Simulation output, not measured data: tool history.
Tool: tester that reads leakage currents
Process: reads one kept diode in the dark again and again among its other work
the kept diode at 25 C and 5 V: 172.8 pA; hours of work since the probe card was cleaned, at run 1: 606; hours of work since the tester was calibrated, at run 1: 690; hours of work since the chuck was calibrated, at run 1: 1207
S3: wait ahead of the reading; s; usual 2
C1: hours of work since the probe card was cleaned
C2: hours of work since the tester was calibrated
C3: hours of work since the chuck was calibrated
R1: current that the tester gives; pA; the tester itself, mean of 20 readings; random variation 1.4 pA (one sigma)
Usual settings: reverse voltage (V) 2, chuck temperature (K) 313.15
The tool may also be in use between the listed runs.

{"run": 1, "hour": 0.0, "reverse voltage (V)": 2, "chuck temperature (K)": 313.15, "S3": 2, "C1": 606, "C2": 690, "C3": 1207, "R1": 455.75}
{"run": 2, "hour": 36.6, "reverse voltage (V)": 2, "chuck temperature (K)": 313.15, "S3": 2, "C1": 627, "C2": 711, "C3": 1228, "R1": 454.58}
{"run": 3, "hour": 101.8, "reverse voltage (V)": 2, "chuck temperature (K)": 313.15, "S3": 2, "C1": 665, "C2": 749, "C3": 1266, "R1": 454.2}
{"run": 4, "hour": 167.0, "reverse voltage (V)": 2, "chuck temperature (K)": 313.15, "S3": 2, "C1": 702, "C2": 786, "C3": 1303, "R1": 453.09}
{"run": 5, "hour": 200.3, "reverse voltage (V)": 2, "chuck temperature (K)": 313.15, "S3": 2, "C1": 721, "C2": 805, "C3": 1322, "R1": 456.67}
{"run": 6, "hour": 256.1, "reverse voltage (V)": 2, "chuck temperature (K)": 313.15, "S3": 2, "C1": 753, "C2": 837, "C3": 1354, "R1": 455.22}
{"run": 7, "hour": 300.5, "reverse voltage (V)": 7.31, "chuck temperature (K)": 313.15, "S3": 2, "C1": 779, "C2": 863, "C3": 1380, "R1": 749.75}
{"run": 8, "hour": 361.9, "reverse voltage (V)": 7.31, "chuck temperature (K)": 313.15, "S3": 2, "C1": 814, "C2": 898, "C3": 1415, "R1": 745.47}
{"run": 9, "hour": 406.5, "reverse voltage (V)": 7.31, "chuck temperature (K)": 313.15, "S3": 2, "C1": 840, "C2": 924, "C3": 1441, "R1": 747.54}
{"run": 10, "hour": 472.4, "reverse voltage (V)": 2, "chuck temperature (K)": 293.15, "S3": 2, "C1": 878, "C2": 962, "C3": 1479, "R1": 76.57}
{"run": 11, "hour": 524.1, "reverse voltage (V)": 2.43, "chuck temperature (K)": 313.15, "S3": 2, "C1": 908, "C2": 992, "C3": 1509, "R1": 491.31}
{"run": 12, "hour": 595.9, "reverse voltage (V)": 2.43, "chuck temperature (K)": 310.15, "S3": 2, "C1": 949, "C2": 1033, "C3": 1550, "R1": 379.74}
{"run": 13, "hour": 649.2, "reverse voltage (V)": 2.43, "chuck temperature (K)": 310.15, "S3": 2, "C1": 980, "C2": 1064, "C3": 1581, "R1": 378.52}
{"run": 14, "hour": 710.6, "reverse voltage (V)": 2.43, "chuck temperature (K)": 310.15, "S3": 2, "C1": 1015, "C2": 1099, "C3": 1616, "R1": 381.42}
{"run": 15, "hour": 748.3, "reverse voltage (V)": 2.43, "chuck temperature (K)": 310.15, "S3": 2, "C1": 1037, "C2": 1121, "C3": 1638, "R1": 380.31}
{"run": 16, "hour": 815.1, "reverse voltage (V)": 2.43, "chuck temperature (K)": 310.15, "S3": 2, "C1": 1075, "C2": 1159, "C3": 1676, "R1": 380}
{"run": 17, "hour": 886.4, "reverse voltage (V)": 2.43, "chuck temperature (K)": 310.15, "S3": 2, "C1": 1116, "C2": 1200, "C3": 1717, "R1": 379.23}
{"run": 18, "hour": 952.4, "reverse voltage (V)": 2.43, "chuck temperature (K)": 310.15, "S3": 2, "C1": 1154, "C2": 1238, "C3": 1755, "R1": 380.16}
{"run": 19, "hour": 985.0, "reverse voltage (V)": 2.43, "chuck temperature (K)": 310.15, "S3": 2, "C1": 1173, "C2": 1257, "C3": 1774, "R1": 379.95}
{"run": 20, "hour": 1058.8, "reverse voltage (V)": 2.43, "chuck temperature (K)": 310.15, "S3": 2, "C1": 1215, "C2": 1299, "C3": 1816, "R1": 380.34}
{"run": 21, "hour": 1133.7, "reverse voltage (V)": 2.43, "chuck temperature (K)": 310.15, "S3": 2, "C1": 1258, "C2": 1342, "C3": 1859, "R1": 380.88}
{"run": 22, "hour": 1180.8, "reverse voltage (V)": 18.94, "chuck temperature (K)": 313.15, "S3": 2.89, "C1": 1285, "C2": 1369, "C3": 1886, "R1": 1072.4}
{"run": 23, "hour": 1242.0, "reverse voltage (V)": 5.8, "chuck temperature (K)": 313.15, "S3": 2, "C1": 1321, "C2": 1405, "C3": 1922, "R1": 682.38}
{"run": 24, "hour": 1281.9, "reverse voltage (V)": 5.8, "chuck temperature (K)": 313.15, "S3": 2, "C1": 1344, "C2": 1428, "C3": 1945, "R1": 682.97}
{"run": 25, "hour": 1354.2, "reverse voltage (V)": 16.69, "chuck temperature (K)": 313.15, "S3": 7.82, "C1": 1385, "C2": 1469, "C3": 1986, "R1": 1019.6}
{"hour": 1425.0, "done": "chuck's temperature calibrated"}
{"run": 26, "hour": 1432.1, "reverse voltage (V)": 16.69, "chuck temperature (K)": 313.15, "S3": 7.82, "C1": 1429, "C2": 1513, "C3": 4, "R1": 1024.13}
{"run": 27, "hour": 1475.1, "reverse voltage (V)": 3.06, "chuck temperature (K)": 313.15, "S3": 2, "C1": 1454, "C2": 1538, "C3": 29, "R1": 534.17}
{"run": 28, "hour": 1521.2, "reverse voltage (V)": 10.22, "chuck temperature (K)": 307.15, "S3": 0.65, "C1": 1480, "C2": 1564, "C3": 55, "R1": 514.53}
{"run": 29, "hour": 1567.6, "reverse voltage (V)": 10.22, "chuck temperature (K)": 319.15, "S3": 8.43, "C1": 1507, "C2": 1591, "C3": 82, "R1": 1385.68}
{"hour": 1625.6, "done": "probe card cleaned and baked"}
{"run": 30, "hour": 1633.5, "reverse voltage (V)": 2.34, "chuck temperature (K)": 295.15, "S3": 4.54, "C1": 5, "C2": 1627, "C3": 118, "R1": 97.74}
{"run": 31, "hour": 1697.0, "reverse voltage (V)": 16.33, "chuck temperature (K)": 306.15, "S3": 2.26, "C1": 41, "C2": 1664, "C3": 155, "R1": 556.96}
{"run": 32, "hour": 1738.6, "reverse voltage (V)": 1.87, "chuck temperature (K)": 305.15, "S3": 1.49, "C1": 65, "C2": 1687, "C3": 179, "R1": 223.89}
{"run": 33, "hour": 1809.9, "reverse voltage (V)": 1.87, "chuck temperature (K)": 305.15, "S3": 1.49, "C1": 106, "C2": 1728, "C3": 220, "R1": 223.13}
{"run": 34, "hour": 1852.3, "reverse voltage (V)": 6.94, "chuck temperature (K)": 305.15, "S3": 3.36, "C1": 130, "C2": 1753, "C3": 244, "R1": 371.76}
{"run": 35, "hour": 1914.1, "reverse voltage (V)": 6.94, "chuck temperature (K)": 305.15, "S3": 3.36, "C1": 166, "C2": 1788, "C3": 280, "R1": 367.36}
{"run": 36, "hour": 1964.8, "reverse voltage (V)": 6.94, "chuck temperature (K)": 305.15, "S3": 3.36, "C1": 195, "C2": 1818, "C3": 309, "R1": 368.83}
{"run": 37, "hour": 2002.4, "reverse voltage (V)": 4.1, "chuck temperature (K)": 316.15, "S3": 0.84, "C1": 217, "C2": 1839, "C3": 330, "R1": 767.1}
{"run": 38, "hour": 2037.4, "reverse voltage (V)": 4.1, "chuck temperature (K)": 316.15, "S3": 1.07, "C1": 237, "C2": 1859, "C3": 351, "R1": 767.84}
{"run": 39, "hour": 2085.5, "reverse voltage (V)": 4.1, "chuck temperature (K)": 316.15, "S3": 1.07, "C1": 265, "C2": 1887, "C3": 378, "R1": 766.27}
{"run": 40, "hour": 2116.8, "reverse voltage (V)": 10.62, "chuck temperature (K)": 294.15, "S3": 1.21, "C1": 283, "C2": 1905, "C3": 396, "R1": 162.61}

Forecast each of these 3 alternatives for the next run:
{"run": "A", "hour": 2169.3, "reverse voltage (V)": 1.81, "chuck temperature (K)": 328.15, "S3": 0.45, "C1": 313, "C2": 1935, "C3": 427, "R1": "?"}
{"run": "B", "hour": 2169.3, "reverse voltage (V)": 10.62, "chuck temperature (K)": 316.15, "S3": 1.88, "C1": 313, "C2": 1935, "C3": 427, "R1": "?"}
{"run": "C", "hour": 2169.3, "reverse voltage (V)": 6.12, "chuck temperature (K)": 301.15, "S3": 0.3, "C1": 313, "C2": 1935, "C3": 427, "R1": "?"}

run=A R1=1456.76
run=B R1=1100.54
run=C R1=252.8
Without the tool's hidden state the same runs would have given:
run=A R1=1457.05
run=B R1=1100.77
run=C R1=252.85

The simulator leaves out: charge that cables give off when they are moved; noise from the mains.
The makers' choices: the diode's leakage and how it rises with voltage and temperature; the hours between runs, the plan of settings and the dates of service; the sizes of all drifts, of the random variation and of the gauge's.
